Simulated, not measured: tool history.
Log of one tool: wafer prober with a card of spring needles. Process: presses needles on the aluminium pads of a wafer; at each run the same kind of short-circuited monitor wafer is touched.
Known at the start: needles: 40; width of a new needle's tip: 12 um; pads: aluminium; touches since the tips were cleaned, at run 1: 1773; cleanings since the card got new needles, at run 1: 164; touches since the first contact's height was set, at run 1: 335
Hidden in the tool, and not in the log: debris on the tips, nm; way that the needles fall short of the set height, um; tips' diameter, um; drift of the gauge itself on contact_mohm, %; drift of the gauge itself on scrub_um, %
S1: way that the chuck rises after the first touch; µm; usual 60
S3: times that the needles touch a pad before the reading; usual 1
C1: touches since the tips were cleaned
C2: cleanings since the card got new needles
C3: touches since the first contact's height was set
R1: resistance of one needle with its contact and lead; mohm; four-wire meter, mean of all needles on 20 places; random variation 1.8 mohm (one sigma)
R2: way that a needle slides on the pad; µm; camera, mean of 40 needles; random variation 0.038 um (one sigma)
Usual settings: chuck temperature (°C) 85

{"run": 1, "hour": 0.0, "S1": 60, "chuck temperature (°C)": 85, "S3": 1, "C1": 1773, "C2": 164, "C3": 335, "R1": 245, "R2": 13.28}
{"hour": 3.9, "done": "tips cleaned on abrasive film"}
{"hour": 13.6, "done": "tips cleaned on abrasive film"}
{"hour": 23.2, "done": "tips cleaned on abrasive film"}
{"hour": 32.9, "done": "tips cleaned on abrasive film"}
{"hour": 42.5, "done": "tips cleaned on abrasive film"}
{"hour": 50.3, "done": "tips cleaned on abrasive film"}
{"hour": 59.9, "done": "tips cleaned on abrasive film"}
{"hour": 69.6, "done": "tips cleaned on abrasive film"}
{"run": 2, "hour": 70.7, "S1": 60, "chuck temperature (°C)": 85, "S3": 1, "C1": 415, "C2": 172, "C3": 26655, "R1": 203, "R2": 13.14}
{"hour": 78.4, "done": "tips cleaned on abrasive film"}
{"hour": 88.0, "done": "tips cleaned on abrasive film"}
{"hour": 95.8, "done": "tips cleaned on abrasive film"}
{"hour": 105.4, "done": "tips cleaned on abrasive film"}
{"hour": 115.1, "done": "tips cleaned on abrasive film"}
{"run": 3, "hour": 116.1, "S1": 60, "chuck temperature (°C)": 85, "S3": 1, "C1": 367, "C2": 177, "C3": 43572, "R1": 205, "R2": 13.01}
{"hour": 123.8, "done": "tips cleaned on abrasive film"}
{"hour": 131.5, "done": "tips cleaned on abrasive film"}
{"hour": 139.3, "done": "tips cleaned on abrasive film"}
{"hour": 148.9, "done": "tips cleaned on abrasive film"}
{"hour": 158.6, "done": "tips cleaned on abrasive film"}
{"hour": 166.3, "done": "tips cleaned on abrasive film"}
{"hour": 176.0, "done": "tips cleaned on abrasive film"}
{"hour": 183.6, "done": "height of the first contact set anew"}
{"run": 4, "hour": 183.6, "S1": 60, "chuck temperature (°C)": 85, "S3": 1, "C1": 2757, "C2": 184, "C3": 0, "R1": 252, "R2": 13.31}
{"hour": 185.6, "done": "tips cleaned on abrasive film"}
{"hour": 193.3, "done": "tips cleaned on abrasive film"}
{"hour": 201.1, "done": "tips cleaned on abrasive film"}
{"hour": 210.7, "done": "tips cleaned on abrasive film"}
{"hour": 220.4, "done": "tips cleaned on abrasive film"}
{"hour": 228.1, "done": "tips cleaned on abrasive film"}
{"hour": 237.8, "done": "tips cleaned on abrasive film"}
{"hour": 247.4, "done": "tips cleaned on abrasive film"}
{"hour": 257.0, "done": "tips cleaned on abrasive film"}
{"hour": 266.7, "done": "tips cleaned on abrasive film"}
{"run": 5, "hour": 267.6, "S1": 60, "chuck temperature (°C)": 97, "S3": 1, "C1": 350, "C2": 194, "C3": 31294, "R1": 207, "R2": 13.13}
{"hour": 275.4, "done": "tips cleaned on abrasive film"}
{"hour": 285.0, "done": "tips cleaned on abrasive film"}
{"hour": 294.7, "done": "tips cleaned on abrasive film"}
{"hour": 302.4, "done": "tips cleaned on abrasive film"}
{"hour": 312.0, "done": "tips cleaned on abrasive film"}
{"hour": 319.8, "done": "tips cleaned on abrasive film"}
{"hour": 327.5, "done": "tips cleaned on abrasive film"}
{"hour": 337.2, "done": "tips cleaned on abrasive film"}
{"run": 6, "hour": 339.9, "S1": 46, "chuck temperature (°C)": 85, "S3": 1, "C1": 1027, "C2": 202, "C3": 58226, "R1": 261, "R2": 9.81}
{"hour": 345.7, "done": "tips cleaned on abrasive film"}
{"hour": 353.5, "done": "tips cleaned on abrasive film"}
{"hour": 363.1, "done": "tips cleaned on abrasive film"}
{"hour": 369.2, "done": "height of the first contact set anew"}
{"hour": 373.1, "done": "tips cleaned on abrasive film"}
{"hour": 382.7, "done": "tips cleaned on abrasive film"}
{"hour": 394.7, "done": "card fitted with new needles"}
{"hour": 402.5, "done": "tips cleaned on abrasive film"}
{"run": 7, "hour": 408.6, "S1": 46, "chuck temperature (°C)": 85, "S3": 1, "C1": 2300, "C2": 1, "C3": 5179, "R1": 244, "R2": 10.12}
{"hour": 410.6, "done": "tips cleaned on abrasive film"}
{"hour": 418.3, "done": "tips cleaned on abrasive film"}
{"hour": 428.0, "done": "tips cleaned on abrasive film"}
{"hour": 435.7, "done": "tips cleaned on abrasive film"}
{"hour": 443.5, "done": "tips cleaned on abrasive film"}
{"hour": 453.1, "done": "tips cleaned on abrasive film"}
{"hour": 460.8, "done": "tips cleaned on abrasive film"}
{"run": 8, "hour": 465.4, "S1": 46, "chuck temperature (°C)": 85, "S3": 1, "C1": 1723, "C2": 8, "C3": 26335, "R1": 234, "R2": 10.08}
{"hour": 469.3, "done": "tips cleaned on abrasive film"}
{"hour": 479.0, "done": "tips cleaned on abrasive film"}
{"hour": 481.0, "done": "tips cleaned on abrasive film, once more"}
{"hour": 490.6, "done": "tips cleaned on abrasive film"}
{"hour": 500.3, "done": "tips cleaned on abrasive film"}
{"hour": 508.0, "done": "tips cleaned on abrasive film"}
{"hour": 517.7, "done": "tips cleaned on abrasive film"}
{"run": 9, "hour": 524.7, "S1": 60, "chuck temperature (°C)": 107, "S3": 1, "C1": 2628, "C2": 15, "C3": 48393, "R1": 233, "R2": 13.05}
{"hour": 526.7, "done": "tips cleaned on abrasive film"}
{"hour": 534.4, "done": "tips cleaned on abrasive film"}
{"hour": 544.1, "done": "tips cleaned on abrasive film"}
{"hour": 551.8, "done": "tips cleaned on abrasive film"}
{"hour": 561.4, "done": "tips cleaned on abrasive film"}
{"hour": 569.2, "done": "tips cleaned on abrasive film"}
{"hour": 578.8, "done": "tips cleaned on abrasive film"}
{"hour": 581.0, "done": "height of the first contact set anew"}
{"hour": 586.9, "done": "tips cleaned on abrasive film"}
{"hour": 596.5, "done": "tips cleaned on abrasive film"}
{"hour": 606.2, "done": "tips cleaned on abrasive film"}
{"run": 10, "hour": 612.0, "S1": 60, "chuck temperature (°C)": 107, "S3": 1, "C1": 2198, "C2": 25, "C3": 11553, "R1": 226, "R2": 13.26}
{"hour": 614.0, "done": "tips cleaned on abrasive film"}
{"hour": 623.7, "done": "tips cleaned on abrasive film"}
{"hour": 633.3, "done": "tips cleaned on abrasive film"}
{"hour": 643.0, "done": "tips cleaned on abrasive film"}
{"hour": 652.6, "done": "tips cleaned on abrasive film"}
{"hour": 660.4, "done": "tips cleaned on abrasive film"}
{"hour": 670.0, "done": "tips cleaned on abrasive film"}
{"run": 11, "hour": 677.3, "S1": 60, "chuck temperature (°C)": 85, "S3": 1, "C1": 2756, "C2": 32, "C3": 35900, "R1": 231, "R2": 13.03}
{"hour": 679.3, "done": "tips cleaned on abrasive film"}
{"hour": 689.0, "done": "tips cleaned on abrasive film"}
{"hour": 696.7, "done": "tips cleaned on abrasive film"}
{"hour": 704.5, "done": "tips cleaned on abrasive film"}
{"hour": 714.1, "done": "tips cleaned on abrasive film"}
{"hour": 721.8, "done": "tips cleaned on abrasive film"}
{"hour": 731.5, "done": "tips cleaned on abrasive film"}
{"hour": 741.1, "done": "tips cleaned on abrasive film"}
{"hour": 750.8, "done": "tips cleaned on abrasive film"}
{"hour": 760.4, "done": "tips cleaned on abrasive film"}
{"run": 12, "hour": 763.6, "S1": 60, "chuck temperature (°C)": 85, "S3": 1, "C1": 1173, "C2": 42, "C3": 68017, "R1": 214, "R2": 12.89}
{"hour": 765.8, "done": "height of the first contact set anew"}
{"hour": 769.7, "done": "tips cleaned on abrasive film"}
{"hour": 777.4, "done": "tips cleaned on abrasive film"}
{"hour": 785.2, "done": "tips cleaned on abrasive film"}
{"hour": 794.8, "done": "tips cleaned on abrasive film"}
{"hour": 804.5, "done": "tips cleaned on abrasive film"}
{"run": 13, "hour": 807.6, "S1": 60, "chuck temperature (°C)": 33, "S3": 2, "C1": 1176, "C2": 47, "C3": 15568, "R1": 193, "R2": 13.23}
{"hour": 813.4, "done": "tips cleaned on abrasive film"}
{"hour": 821.2, "done": "tips cleaned on abrasive film"}
{"hour": 828.9, "done": "tips cleaned on abrasive film"}
{"hour": 838.5, "done": "tips cleaned on abrasive film"}
{"run": 14, "hour": 843.2, "S1": 71, "chuck temperature (°C)": 41, "S3": 1, "C1": 1754, "C2": 51, "C3": 28836, "R1": 207, "R2": 15.58}
{"hour": 847.1, "done": "tips cleaned on abrasive film"}
{"hour": 856.8, "done": "tips cleaned on abrasive film"}
{"hour": 866.4, "done": "tips cleaned on abrasive film"}
{"hour": 876.1, "done": "tips cleaned on abrasive film"}
{"hour": 885.7, "done": "tips cleaned on abrasive film"}
{"hour": 895.4, "done": "tips cleaned on abrasive film"}
{"run": 15, "hour": 900.4, "S1": 69, "chuck temperature (°C)": 85, "S3": 2, "C1": 1894, "C2": 57, "C3": 50162, "R1": 204, "R2": 15.02}
{"hour": 904.3, "done": "tips cleaned on abrasive film"}
{"hour": 914.0, "done": "tips cleaned on abrasive film"}
{"hour": 923.6, "done": "tips cleaned on abrasive film"}
{"hour": 931.4, "done": "tips cleaned on abrasive film"}
{"hour": 939.1, "done": "tips cleaned on abrasive film"}
{"hour": 948.7, "done": "tips cleaned on abrasive film"}
{"hour": 951.0, "done": "height of the first contact set anew"}
{"hour": 956.8, "done": "tips cleaned on abrasive film"}
{"hour": 966.4, "done": "tips cleaned on abrasive film"}
{"run": 16, "hour": 972.5, "S1": 67, "chuck temperature (°C)": 85, "S3": 1, "C1": 2300, "C2": 65, "C3": 8057, "R1": 221, "R2": 14.72}
{"hour": 974.5, "done": "tips cleaned on abrasive film"}
{"hour": 982.3, "done": "tips cleaned on abrasive film"}
{"hour": 991.9, "done": "tips cleaned on abrasive film"}
{"hour": 999.7, "done": "tips cleaned on abrasive film"}
{"hour": 1009.3, "done": "tips cleaned on abrasive film"}
{"hour": 1017.1, "done": "tips cleaned on abrasive film"}
{"hour": 1026.7, "done": "tips cleaned on abrasive film"}
{"hour": 1036.4, "done": "tips cleaned on abrasive film"}
{"hour": 1046.0, "done": "tips cleaned on abrasive film"}
{"hour": 1053.7, "done": "tips cleaned on abrasive film"}
{"run": 17, "hour": 1056.1, "S1": 67, "chuck temperature (°C)": 85, "S3": 1, "C1": 889, "C2": 75, "C3": 39168, "R1": 200, "R2": 14.6}
{"hour": 1061.9, "done": "tips cleaned on abrasive film"}
{"hour": 1071.6, "done": "tips cleaned on abrasive film"}
{"hour": 1081.2, "done": "tips cleaned on abrasive film"}
{"hour": 1089.0, "done": "tips cleaned on abrasive film"}
{"hour": 1098.6, "done": "tips cleaned on abrasive film"}
{"run": 18, "hour": 1099.4, "S1": 76, "chuck temperature (°C)": 89, "S3": 2, "C1": 308, "C2": 80, "C3": 55310, "R1": 185, "R2": 16.5}
{"hour": 1107.2, "done": "tips cleaned on abrasive film"}
{"hour": 1114.9, "done": "tips cleaned on abrasive film"}
{"hour": 1124.6, "done": "tips cleaned on abrasive film"}
{"hour": 1134.2, "done": "tips cleaned on abrasive film"}
{"hour": 1136.4, "done": "height of the first contact set anew"}
{"hour": 1142.3, "done": "tips cleaned on abrasive film"}
{"hour": 1151.9, "done": "tips cleaned on abrasive film"}
{"hour": 1161.6, "done": "tips cleaned on abrasive film"}
{"hour": 1171.2, "done": "tips cleaned on abrasive film"}
{"hour": 1179.0, "done": "tips cleaned on abrasive film"}
{"run": 19, "hour": 1181.7, "S1": 76, "chuck temperature (°C)": 100, "S3": 2, "C1": 1040, "C2": 89, "C3": 16871, "R1": 196, "R2": 16.7}
{"hour": 1187.5, "done": "tips cleaned on abrasive film"}
{"hour": 1197.2, "done": "tips cleaned on abrasive film"}
{"hour": 1204.9, "done": "tips cleaned on abrasive film"}
{"hour": 1214.6, "done": "tips cleaned on abrasive film"}
{"hour": 1224.2, "done": "tips cleaned on abrasive film"}
{"hour": 1232.0, "done": "tips cleaned on abrasive film"}
{"hour": 1239.8, "done": "tips cleaned on abrasive film"}
{"run": 20, "hour": 1239.8, "S1": 76, "chuck temperature (°C)": 100, "S3": 2, "C1": 0, "C2": 96, "C3": 38475, "R1": 187, "R2": 16.55}
{"hour": 1247.5, "done": "tips cleaned on abrasive film"}
{"hour": 1257.2, "done": "tips cleaned on abrasive film"}
{"hour": 1264.9, "done": "tips cleaned on abrasive film"}
{"hour": 1274.6, "done": "tips cleaned on abrasive film"}
{"hour": 1282.3, "done": "tips cleaned on abrasive film"}
{"hour": 1292.0, "done": "tips cleaned on abrasive film"}
{"hour": 1301.6, "done": "tips cleaned on abrasive film"}
{"hour": 1309.3, "done": "tips cleaned on abrasive film"}
{"hour": 1317.1, "done": "tips cleaned on abrasive film"}
{"hour": 1321.2, "done": "height of the first contact set anew"}
{"hour": 1327.0, "done": "tips cleaned on abrasive film"}
{"run": 21, "hour": 1327.1, "S1": 40, "chuck temperature (°C)": 85, "S3": 1, "C1": 28, "C2": 106, "C3": 2186, "R1": 197, "R2": 8.81}

3 ways to go on from here, each from the tool as it stands after run 21. What would each give?
{"hour": 1334.8, "done": "tips cleaned on abrasive film"}
{"hour": 1344.5, "done": "tips cleaned on abrasive film"}
{"hour": 1352.2, "done": "tips cleaned on abrasive film"}
{"hour": 1361.8, "done": "tips cleaned on abrasive film"}
{"hour": 1369.7, "done": "tips cleaned on abrasive film"}
{"run": "A", "hour": 1369.7, "S1": 46, "chuck temperature (°C)": 85, "S3": 1, "C1": 0, "C2": 111, "C3": 18032, "R1": "?", "R2": "?"}
{"hour": 1334.8, "done": "tips cleaned on abrasive film"}
{"hour": 1344.5, "done": "tips cleaned on abrasive film"}
{"hour": 1352.2, "done": "tips cleaned on abrasive film"}
{"hour": 1361.8, "done": "tips cleaned on abrasive film"}
{"hour": 1369.7, "done": "tips cleaned on abrasive film"}
{"run": "B", "hour": 1369.7, "S1": 40, "chuck temperature (°C)": 90, "S3": 2, "C1": 0, "C2": 111, "C3": 18032, "R1": "?", "R2": "?"}
{"hour": 1334.8, "done": "tips cleaned on abrasive film"}
{"hour": 1344.5, "done": "tips cleaned on abrasive film"}
{"hour": 1352.2, "done": "tips cleaned on abrasive film"}
{"hour": 1361.8, "done": "tips cleaned on abrasive film"}
{"hour": 1369.7, "done": "tips cleaned on abrasive film"}
{"run": "C", "hour": 1369.7, "S1": 49, "chuck temperature (°C)": 25, "S3": 2, "C1": 0, "C2": 111, "C3": 18032, "R1": "?", "R2": "?"}

run=A R1=197 R2=10.02
run=B R1=200 R2=8.68
run=C R1=179 R2=10.72
Without the tool's hidden state the same runs would have given:
run=A R1=184 R2=10.16
run=B R1=189 R2=8.82
run=C R1=171 R2=10.85

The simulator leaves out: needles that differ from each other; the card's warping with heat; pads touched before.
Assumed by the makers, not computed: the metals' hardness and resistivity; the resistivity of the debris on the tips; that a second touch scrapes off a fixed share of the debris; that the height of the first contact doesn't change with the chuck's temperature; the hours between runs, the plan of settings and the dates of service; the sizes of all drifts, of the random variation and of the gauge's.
